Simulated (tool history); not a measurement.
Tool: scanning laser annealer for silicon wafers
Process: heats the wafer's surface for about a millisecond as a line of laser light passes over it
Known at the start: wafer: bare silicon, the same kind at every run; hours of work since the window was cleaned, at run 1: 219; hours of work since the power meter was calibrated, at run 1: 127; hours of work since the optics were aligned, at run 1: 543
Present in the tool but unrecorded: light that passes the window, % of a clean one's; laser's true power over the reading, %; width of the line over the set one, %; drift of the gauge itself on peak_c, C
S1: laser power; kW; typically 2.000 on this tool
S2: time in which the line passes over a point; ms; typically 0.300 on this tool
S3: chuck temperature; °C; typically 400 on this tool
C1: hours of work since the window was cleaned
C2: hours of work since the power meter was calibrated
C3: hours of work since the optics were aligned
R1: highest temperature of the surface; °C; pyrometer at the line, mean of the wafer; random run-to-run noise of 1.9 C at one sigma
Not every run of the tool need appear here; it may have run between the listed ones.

run,hour,S1,S2,S3,C1,C2,C3,R1
1,0.0,2.000,0.300,400,219,127,543,1217
2,31.3,2.000,0.300,400,239,148,563,1214
3,63.0,2.000,0.300,400,260,169,584,1213
4,97.3,2.082,0.300,400,283,192,607,1254
5,143.0,2.082,0.300,400,314,222,638,1248
6,166.6,2.000,0.300,400,329,238,653,1206
7,197.0,2.000,0.300,400,350,258,674,1205
8,243.3,2.000,0.300,400,380,289,704,1201
9,275.8,2.000,0.300,400,402,310,726,1197
10,311.1,2.000,0.300,400,426,334,750,1193
11,347.6,2.000,0.300,400,450,358,774,1194
12,367.9,2.000,0.300,400,463,372,787,1192
13,391.3,2.000,0.300,400,479,387,803,1191
14,433.7,2.000,0.300,400,507,416,831,1186
15,475.3,2.000,0.300,416,535,443,859,1197
16,502.2,2.128,0.323,364,553,461,877,1249
# hour 525.8: window over the wafer cleaned
17,535.7,2.128,0.323,364,7,482,898,1310
18,559.9,2.000,0.291,400,23,498,914,1218
19,589.9,2.000,0.291,400,43,518,934,1213
20,616.8,2.017,0.232,370,61,536,952,1091
21,656.5,2.017,0.232,370,87,563,978,1087
22,697.2,2.017,0.232,370,114,590,1005,1086
23,717.2,1.960,0.266,400,127,603,1019,1145
24,761.0,1.960,0.266,400,157,632,1048,1144
25,793.2,2.165,0.321,374,178,653,1069,1314
26,817.1,1.775,0.227,400,194,669,1085,996
27,836.9,1.855,0.243,360,207,683,1098,1012
28,884.3,2.176,0.278,375,239,714,1130,1235

Here are 3 independent what-if runs from the current tool condition. What would each one return?
A,912.9,2.000,0.252,437,258,733,1149,?
B,912.9,1.720,0.300,400,258,733,1149,?
C,912.9,1.875,0.300,400,258,733,1149,?

run,R1
A,1167
B,1067
C,1144
Had the tool no hidden state, the same runs would have come out as:
run,R1
A,1202
B,1099
C,1181
